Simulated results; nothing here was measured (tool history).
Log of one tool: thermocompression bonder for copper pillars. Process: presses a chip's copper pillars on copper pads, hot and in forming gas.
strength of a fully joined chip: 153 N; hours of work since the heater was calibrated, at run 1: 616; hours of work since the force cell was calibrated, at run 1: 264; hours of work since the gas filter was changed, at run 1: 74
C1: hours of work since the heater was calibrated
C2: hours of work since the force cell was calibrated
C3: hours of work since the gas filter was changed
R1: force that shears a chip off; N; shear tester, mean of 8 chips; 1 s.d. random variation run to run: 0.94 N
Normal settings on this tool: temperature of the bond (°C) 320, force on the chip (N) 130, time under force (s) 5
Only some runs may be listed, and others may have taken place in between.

Run 1, day 0.000: usual settings; C1 616; C2 264; C3 74. Result: R1 81.8 N.
Run 2, day 2.438: usual settings; C1 648; C2 296; C3 107. Result: R1 79.8 N.
At day 2.825: forming gas filter changed.
Run 3, day 4.729: usual settings; C1 678; C2 326; C3 25. Result: R1 82.6 N.
Run 4, day 7.183: usual settings; C1 711; C2 359; C3 58. Result: R1 81.9 N.
Run 5, day 8.262: usual settings; C1 725; C2 373; C3 72. Result: R1 81.9 N.
Run 6, day 10.471: usual settings but force on the chip (N) 108; C1 754; C2 402; C3 102. Result: R1 71.1 N.
At day 11.171: forming gas filter changed.
Run 7, day 13.167: usual settings but force on the chip (N) 108; C1 790; C2 438; C3 26. Result: R1 72.8 N.
Run 8, day 14.950: usual settings but time under force (s) 7; C1 814; C2 462; C3 50. Result: R1 92.1 N.
Run 9, day 16.279: usual settings; C1 831; C2 479; C3 68. Result: R1 82.8 N.
Run 10, day 17.662: usual settings; C1 850; C2 498; C3 86. Result: R1 82.4 N.
At day 19.379: forming gas filter changed.
Run 11, day 20.254: usual settings; C1 884; C2 532; C3 12. Result: R1 84.6 N.
Run 12, day 22.283: usual settings; C1 911; C2 559; C3 39. Result: R1 84.3 N.
Run 13, day 23.979: usual settings; C1 933; C2 581; C3 61. Result: R1 84.9 N.
Run 14, day 26.288: usual settings but force on the chip (N) 153; C1 964; C2 612; C3 92. Result: R1 93.0 N.
At day 27.571: forming gas filter changed.
Run 15, day 28.096: usual settings but temperature of the bond (°C) 341, force on the chip (N) 95, time under force (s) 9; C1 988; C2 636; C3 7. Result: R1 101.0 N.
Run 16, day 30.562: usual settings but temperature of the bond (°C) 341, force on the chip (N) 95, time under force (s) 9; C1 1020; C2 668; C3 40. Result: R1 99.4 N.
Run 17, day 33.054: usual settings but temperature of the bond (°C) 306, force on the chip (N) 79; C1 1053; C2 702; C3 73. Result: R1 44.2 N.
Run 18, day 34.138: usual settings but temperature of the bond (°C) 291, force on the chip (N) 108; C1 1068; C2 716; C3 87. Result: R1 49.7 N.
Run 19, day 35.312: usual settings but time under force (s) 14; C1 1083; C2 732; C3 103. Result: R1 111.1 N.
At day 35.904: forming gas filter changed.
Run 20, day 36.725: usual settings but time under force (s) 14; C1 1102; C2 750; C3 11. Result: R1 116.7 N.

Each row is a separate what-if for the run after 20, all from the same tool condition, not one after another. Results?
At day 37.392: force cell calibrated.
Run A, day 38.692: usual settings but temperature of the bond (°C) 344, force on the chip (N) 159, time under force (s) 14; C1 1127; C2 17; C3 36. Result: R1 ?.
At day 37.392: force cell calibrated.
Run B, day 38.692: usual settings but force on the chip (N) 149, time under force (s) 14; C1 1127; C2 17; C3 36. Result: R1 ?.
At day 37.392: force cell calibrated.
Run C, day 38.692: usual settings but force on the chip (N) 111; C1 1127; C2 17; C3 36. Result: R1 ?.

run     R1
  A  138.8
  B  117.8
  C   73.9
Without the tool's hidden state the same runs would have given:
run     R1
  A  138.1
  B  114.8
  C   70.1
